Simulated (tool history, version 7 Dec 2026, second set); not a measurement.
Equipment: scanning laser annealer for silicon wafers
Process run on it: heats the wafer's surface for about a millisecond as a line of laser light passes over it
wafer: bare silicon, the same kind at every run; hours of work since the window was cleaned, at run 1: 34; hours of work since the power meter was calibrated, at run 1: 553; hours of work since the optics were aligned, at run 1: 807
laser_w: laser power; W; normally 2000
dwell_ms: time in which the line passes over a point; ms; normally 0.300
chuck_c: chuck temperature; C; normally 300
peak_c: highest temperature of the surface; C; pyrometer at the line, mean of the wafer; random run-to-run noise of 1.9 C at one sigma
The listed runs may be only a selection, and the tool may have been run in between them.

run   hour  laser_w  dwell_ms  chuck_c  hours of work since the window was cleaned  hours of work since the power meter was calibrated  hours of work since the optics were aligned  peak_c
  1    0.0     2000     0.300      300                                          34                                                 553                                          807    1081
  2   11.7     2000     0.300      300                                          42                                                 561                                          815    1084
  3   25.8     2000     0.300      302                                          52                                                 571                                          825    1082
  4   39.5     2000     0.300      302                                          61                                                 580                                          834    1083
  5   62.8     2000     0.300      302                                          77                                                 596                                          850    1079
  6   80.3     2000     0.245      300                                          89                                                 608                                          862    1007
  7  102.1     2000     0.245      300                                         104                                                 623                                          877    1006
  8  118.5     2160     0.338      263                                         115                                                 634                                          889    1158
     123.1  -- laser's power meter calibrated
  9  135.3     2000     0.367      313                                         125                                                   8                                          898    1167
 10  150.1     2000     0.326      300                                         135                                                  19                                          908    1105
 11  167.2     2000     0.326      300                                         147                                                  30                                          920    1107

4 options for the next run, each taken on its own from the tool as it stands now. Forecast them:
     175.3  -- laser's power meter calibrated, once more
  A  188.8     1864     0.286      291                                         159                                                   9                                          933       ?
     175.3  -- laser's power meter calibrated, once more
  B  188.8     2000     0.340      310                                         159                                                   9                                          933       ?
     175.3  -- laser's power meter calibrated, once more
  C  188.8     2078     0.374      289                                         159                                                   9                                          933       ?
     175.3  -- laser's power meter calibrated, once more
  D  188.8     2111     0.326      300                                         159                                                   9                                          933       ?

run  peak_c
  A     998
  B    1140
  C    1194
  D    1160
Without the tool's hidden state the same runs would have given:
run  peak_c
  A    1017
  B    1162
  C    1218
  D    1183
